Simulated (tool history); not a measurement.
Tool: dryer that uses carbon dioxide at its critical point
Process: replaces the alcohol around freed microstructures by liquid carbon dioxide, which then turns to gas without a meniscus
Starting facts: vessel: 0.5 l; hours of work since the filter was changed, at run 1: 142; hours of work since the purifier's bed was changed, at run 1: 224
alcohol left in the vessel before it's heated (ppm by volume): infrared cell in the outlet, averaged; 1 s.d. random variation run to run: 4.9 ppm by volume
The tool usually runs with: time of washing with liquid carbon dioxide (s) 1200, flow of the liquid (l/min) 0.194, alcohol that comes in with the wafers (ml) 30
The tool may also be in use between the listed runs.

| run | hour | time of washing with liquid carbon dioxide (s) | flow of the liquid (l/min) | alcohol that comes in with the wafers (ml) | hours of work since the filter was changed | hours of work since the purifier's bed was changed | alcohol left in the vessel before it's heated (ppm by volume) |
|---|---|---|---|---|---|---|---|
| 1 | 0.0 | 1200 | 0.194 | 30 | 142 | 224 | 155 |
| 2 | 11.2 | 1200 | 0.194 | 30 | 148 | 230 | 145 |
| 3 | 21.2 | 1200 | 0.194 | 30 | 153 | 235 | 146 |
| 4 | 28.3 | 1380 | 0.194 | 30 | 157 | 239 | 67 |
| 5 | 37.1 | 1380 | 0.194 | 30 | 161 | 243 | 69 |
| 6 | 45.4 | 1380 | 0.194 | 30 | 166 | 247 | 75 |
| 7 | 56.8 | 1380 | 0.194 | 30 | 171 | 253 | 78 |
| 8 | 63.2 | 1380 | 0.194 | 67 | 175 | 256 | 142 |
| 9 | 68.0 | 1200 | 0.194 | 30 | 177 | 259 | 165 |
| 10 | 73.1 | 1200 | 0.267 | 30 | 180 | 261 | 30 |
| 11 | 81.9 | 1200 | 0.194 | 30 | 184 | 266 | 169 |
|  | 84.1 | inlet filter changed |
| 12 | 90.3 | 1200 | 0.194 | 30 | 3 | 270 | 91 |
| 13 | 95.6 | 1200 | 0.194 | 30 | 6 | 272 | 99 |
| 14 | 101.3 | 1200 | 0.194 | 30 | 9 | 275 | 90 |
| 15 | 109.9 | 1200 | 0.194 | 30 | 13 | 280 | 89 |
| 16 | 119.1 | 1200 | 0.194 | 30 | 18 | 284 | 100 |

The next listed run, before its measurement:
| 17 | 126.9 | 1620 | 0.271 | 102 | 22 | 288 | ? |

{"run 17": {"alcohol left in the vessel before it's heated (ppm by volume)": 24}}
With the hidden condition absent and the run-to-run variation left alone, this run would have shown alcohol left in the vessel before it's heated (ppm by volume) 7.
